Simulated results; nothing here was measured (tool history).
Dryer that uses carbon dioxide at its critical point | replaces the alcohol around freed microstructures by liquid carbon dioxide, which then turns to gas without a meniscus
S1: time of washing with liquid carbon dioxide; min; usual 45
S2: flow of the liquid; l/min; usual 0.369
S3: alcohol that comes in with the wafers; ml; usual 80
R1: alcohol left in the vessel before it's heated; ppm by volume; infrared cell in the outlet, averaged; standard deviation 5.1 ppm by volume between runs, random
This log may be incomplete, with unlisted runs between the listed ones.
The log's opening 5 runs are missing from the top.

run	hour	S1	S2	S3	R1
6	202.1	45	0.297	80	365
7	240.1	45	0.297	80	375
8	279.2	45	0.369	80	169
9	300.9	45	0.369	80	158
10	332.2	45	0.369	80	171
11	364.5	45	0.369	80	179
12	386.2	45	0.369	80	175
13	433.7	45	0.369	80	177
14	472.5	45	0.369	80	176
15	511.7	45	0.369	80	188

Predict the results of run 16:
16	556.5	45	0.369	80	?

Run 16 gave R1 191 ppm by volume.
On a tool with no hidden condition, and with the same random variation, this run would have come out at R1 74 ppm by volume.
